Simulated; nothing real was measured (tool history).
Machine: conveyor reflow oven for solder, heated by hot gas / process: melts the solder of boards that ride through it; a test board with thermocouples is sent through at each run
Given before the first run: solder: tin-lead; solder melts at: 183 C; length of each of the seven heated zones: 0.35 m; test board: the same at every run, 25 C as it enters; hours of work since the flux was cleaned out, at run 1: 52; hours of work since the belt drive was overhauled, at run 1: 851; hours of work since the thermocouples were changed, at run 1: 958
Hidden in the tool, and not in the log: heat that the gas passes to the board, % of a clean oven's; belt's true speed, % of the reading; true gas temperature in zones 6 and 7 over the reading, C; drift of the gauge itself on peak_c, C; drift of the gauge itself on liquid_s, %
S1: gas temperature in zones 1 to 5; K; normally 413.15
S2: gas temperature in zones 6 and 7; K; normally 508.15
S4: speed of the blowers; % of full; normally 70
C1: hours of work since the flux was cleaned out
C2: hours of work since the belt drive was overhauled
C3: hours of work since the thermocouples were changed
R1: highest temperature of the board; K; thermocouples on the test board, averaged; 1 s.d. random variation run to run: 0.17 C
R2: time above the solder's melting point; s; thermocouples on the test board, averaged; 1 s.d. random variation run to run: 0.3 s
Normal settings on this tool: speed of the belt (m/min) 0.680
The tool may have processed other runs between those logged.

Run 1, hour 0.0: usual settings; C1 52; C2 851; C3 958. Result: R1 490.25 K, R2 47.2 s.
Run 2, hour 35.2: usual settings but speed of the belt (m/min) 0.624; C1 72; C2 871; C3 979. Result: R1 493.15 K, R2 54.2 s.
Run 3, hour 67.0: usual settings but speed of the belt (m/min) 0.624; C1 91; C2 890; C3 998. Result: R1 492.85 K, R2 53.7 s.
Run 4, hour 107.0: usual settings but speed of the belt (m/min) 0.624; C1 115; C2 914; C3 1022. Result: R1 493.25 K, R2 54.4 s.
Run 5, hour 131.7: usual settings but speed of the belt (m/min) 0.611; C1 129; C2 929; C3 1036. Result: R1 493.55 K, R2 55.5 s.
Run 6, hour 154.3: usual settings but speed of the belt (m/min) 0.611; C1 143; C2 942; C3 1050. Result: R1 493.55 K, R2 55.8 s.
Run 7, hour 173.7: usual settings but S2 497.15 K; C1 154; C2 953; C3 1061. Result: R1 481.15 K, R2 41.3 s.
Run 8, hour 200.9: usual settings but S2 497.15 K; C1 170; C2 969; C3 1077. Result: R1 480.95 K, R2 40.4 s.
Run 9, hour 230.4: usual settings but S1 407.15 K; C1 188; C2 987; C3 1095. Result: R1 489.05 K, R2 44.6 s.
At hour 269.6: flux residue cleaned out of gas plates and filters.
Run 10, hour 269.9: usual settings but S1 407.15 K; C1 0; C2 1007; C3 1115. Result: R1 488.95 K, R2 44.2 s.
Run 11, hour 307.3: usual settings but S1 407.15 K; C1 22; C2 1029; C3 1137. Result: R1 488.85 K, R2 44.9 s.
Run 12, hour 329.3: usual settings but speed of the belt (m/min) 0.699; C1 35; C2 1042; C3 1150. Result: R1 488.85 K, R2 45.6 s.
Run 13, hour 361.3: usual settings but speed of the belt (m/min) 0.699; C1 54; C2 1061; C3 1169. Result: R1 488.85 K, R2 45.0 s.
Run 14, hour 395.8: usual settings but speed of the belt (m/min) 0.699; C1 75; C2 1082; C3 1190. Result: R1 488.75 K, R2 45.8 s.
Run 15, hour 414.3: usual settings but speed of the belt (m/min) 0.699; C1 86; C2 1093; C3 1200. Result: R1 489.05 K, R2 45.7 s.
Run 16, hour 451.5: usual settings but speed of the belt (m/min) 0.540; C1 108; C2 1115; C3 1223. Result: R1 496.95 K, R2 66.5 s.
At hour 476.6: flux residue cleaned out of gas plates and filters, once more.
Run 17, hour 488.5: usual settings but speed of the belt (m/min) 0.540; C1 7; C2 1134; C3 1241. Result: R1 497.65 K, R2 66.7 s.
Run 18, hour 526.6: usual settings but speed of the belt (m/min) 0.816, S4 90 % of full; C1 30; C2 1156; C3 1264. Result: R1 491.15 K, R2 40.8 s.
Run 19, hour 550.8: usual settings but S1 424.15 K, speed of the belt (m/min) 0.654; C1 44; C2 1171; C3 1278. Result: R1 494.45 K, R2 56.4 s.
Run 20, hour 591.3: usual settings but S1 424.15 K, speed of the belt (m/min) 0.654; C1 68; C2 1194; C3 1302. Result: R1 494.25 K, R2 56.4 s.
Run 21, hour 632.4: usual settings but S1 398.15 K, S2 507.15 K; C1 92; C2 1219; C3 1327. Result: R1 486.95 K, R2 42.0 s.
Run 22, hour 673.1: usual settings but speed of the belt (m/min) 0.627; C1 116; C2 1243; C3 1351. Result: R1 493.35 K, R2 54.4 s.
Run 23, hour 691.7: usual settings but S1 425.15 K, speed of the belt (m/min) 0.569; C1 127; C2 1254; C3 1362. Result: R1 497.75 K, R2 68.1 s.
Run 24, hour 719.3: usual settings but S1 425.15 K, speed of the belt (m/min) 0.569; C1 144; C2 1270; C3 1378. Result: R1 497.85 K, R2 67.9 s.
Run 25, hour 758.5: usual settings but S1 425.15 K, speed of the belt (m/min) 0.569; C1 167; C2 1293; C3 1401. Result: R1 497.65 K, R2 67.9 s.
Run 26, hour 803.8: usual settings but S1 425.15 K, speed of the belt (m/min) 0.569; C1 194; C2 1320; C3 1428. Result: R1 497.85 K, R2 68.1 s.
Run 27, hour 822.2: usual settings but S1 425.15 K, speed of the belt (m/min) 0.569; C1 204; C2 1331; C3 1439. Result: R1 497.85 K, R2 67.9 s.
At hour 833.4: flux residue cleaned out of gas plates and filters.
At hour 854.1: thermocouples of zones 6 and 7 changed.
Run 28, hour 874.3: usual settings but S1 425.15 K, speed of the belt (m/min) 0.569; C1 23; C2 1358; C3 12. Result: R1 497.15 K, R2 67.3 s.
Run 29, hour 915.4: usual settings but S1 427.15 K, speed of the belt (m/min) 0.569, S4 79 % of full; C1 47; C2 1382; C3 36. Result: R1 499.65 K, R2 69.7 s.
Run 30, hour 958.2: usual settings but S1 427.15 K, speed of the belt (m/min) 0.569, S4 79 % of full; C1 73; C2 1407; C3 62. Result: R1 499.45 K, R2 70.2 s.

For each run, the measured value with the value that run would have given without the tool's hidden condition subtracted. The run-to-run variation is shared by both, the gauge scatter possibly not:
run     R1    R2
  1  +1.00  +1.8
  2  +1.10  +2.0
  3  +1.00  +1.9
  4  +1.00  +2.0
  5  +1.00  +2.0
  6  +0.90  +2.0
  7  +0.90  +1.8
  8  +0.80  +1.7
  9  +0.80  +1.7
 10  +0.60  +1.6
 11  +0.60  +1.6
 12  +0.50  +1.6
 13  +0.40  +1.5
 14  +0.50  +1.6
 15  +0.40  +1.6
 16  +0.70  +2.4
 17  +1.50  +3.1
 18  +1.40  +2.0
 19  +1.50  +2.7
 20  +1.40  +2.7
 21  +1.40  +2.6
 22  +1.30  +2.8
 23  +1.30  +3.2
 24  +1.30  +3.1
 25  +1.30  +3.2
 26  +1.20  +3.2
 27  +1.30  +3.3
 28  +0.90  +3.2
 29  +0.70  +3.1
 30  +0.70  +3.2

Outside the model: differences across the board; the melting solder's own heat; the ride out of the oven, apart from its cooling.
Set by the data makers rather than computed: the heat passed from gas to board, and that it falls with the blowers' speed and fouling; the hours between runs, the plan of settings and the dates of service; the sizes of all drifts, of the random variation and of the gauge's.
